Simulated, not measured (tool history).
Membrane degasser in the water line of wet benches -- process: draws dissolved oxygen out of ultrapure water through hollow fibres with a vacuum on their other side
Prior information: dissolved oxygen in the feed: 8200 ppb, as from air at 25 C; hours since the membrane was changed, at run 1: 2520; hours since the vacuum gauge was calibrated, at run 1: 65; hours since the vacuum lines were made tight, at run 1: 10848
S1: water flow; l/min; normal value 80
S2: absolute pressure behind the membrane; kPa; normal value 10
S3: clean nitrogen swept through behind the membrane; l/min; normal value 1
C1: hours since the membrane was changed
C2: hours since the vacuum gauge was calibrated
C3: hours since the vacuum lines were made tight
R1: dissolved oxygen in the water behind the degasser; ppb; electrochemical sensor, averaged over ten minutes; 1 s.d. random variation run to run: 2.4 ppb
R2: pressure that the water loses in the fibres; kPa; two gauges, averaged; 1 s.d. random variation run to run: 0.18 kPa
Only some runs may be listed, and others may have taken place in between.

{"run": 1, "hour": 0.0, "S1": 80, "S2": 10, "S3": 1, "C1": 2520, "C2": 65, "C3": 10848, "R1": 1013, "R2": 68.84}
{"run": 2, "hour": 74.6, "S1": 80, "S2": 10, "S3": 1, "C1": 2595, "C2": 139, "C3": 10923, "R1": 1015.8, "R2": 69.03}
{"run": 3, "hour": 153.1, "S1": 80, "S2": 10, "S3": 1, "C1": 2673, "C2": 218, "C3": 11001, "R1": 1011.1, "R2": 69.3}
{"run": 4, "hour": 229.3, "S1": 80, "S2": 10, "S3": 1, "C1": 2749, "C2": 294, "C3": 11077, "R1": 1015.1, "R2": 69.42}
{"run": 5, "hour": 285.1, "S1": 80, "S2": 13, "S3": 1, "C1": 2805, "C2": 350, "C3": 11133, "R1": 1333, "R2": 69.28}
{"run": 6, "hour": 373.1, "S1": 80, "S2": 13, "S3": 1, "C1": 2893, "C2": 438, "C3": 11221, "R1": 1335.1, "R2": 69.11}
{"run": 7, "hour": 416.7, "S1": 80, "S2": 10, "S3": 1, "C1": 2937, "C2": 481, "C3": 11265, "R1": 1014.3, "R2": 69.45}
{"run": 8, "hour": 478.2, "S1": 80, "S2": 10, "S3": 1, "C1": 2998, "C2": 543, "C3": 11326, "R1": 1014.8, "R2": 69.39}
{"run": 9, "hour": 525.2, "S1": 58, "S2": 10, "S3": 1, "C1": 3045, "C2": 590, "C3": 11373, "R1": 757.8, "R2": 50.15}
{"run": 10, "hour": 574.9, "S1": 58, "S2": 10, "S3": 1, "C1": 3095, "C2": 639, "C3": 11423, "R1": 756.4, "R2": 49.95}
{"run": 11, "hour": 647.5, "S1": 58, "S2": 10, "S3": 1, "C1": 3168, "C2": 712, "C3": 11496, "R1": 760.9, "R2": 50.26}
{"run": 12, "hour": 722.3, "S1": 80, "S2": 10, "S3": 1.97, "C1": 3242, "C2": 787, "C3": 11570, "R1": 708.6, "R2": 69.34}
{"run": 13, "hour": 811.6, "S1": 80, "S2": 10, "S3": 1.97, "C1": 3332, "C2": 876, "C3": 11660, "R1": 712.7, "R2": 69.14}
{"run": 14, "hour": 908.3, "S1": 80, "S2": 10, "S3": 1.97, "C1": 3428, "C2": 973, "C3": 11756, "R1": 711.7, "R2": 69.45}
{"run": 15, "hour": 963.3, "S1": 80, "S2": 10, "S3": 1, "C1": 3483, "C2": 1028, "C3": 11811, "R1": 1014.4, "R2": 69.23}
{"run": 16, "hour": 1010.2, "S1": 80, "S2": 10, "S3": 1, "C1": 3530, "C2": 1075, "C3": 11858, "R1": 1009.5, "R2": 69.18}

What does the tool deliver on the next run?
{"run": 17, "hour": 1081.2, "S1": 80, "S2": 10, "S3": 1, "C1": 3601, "C2": 1146, "C3": 11929, "R1": "?", "R2": "?"}

Run 17 came out at R1 1014.1 ppb, R2 69.25 kPa.
With the hidden condition absent and the run-to-run variation left alone, this run would have shown R1 1009.5 ppb, R2 68.61 kPa.
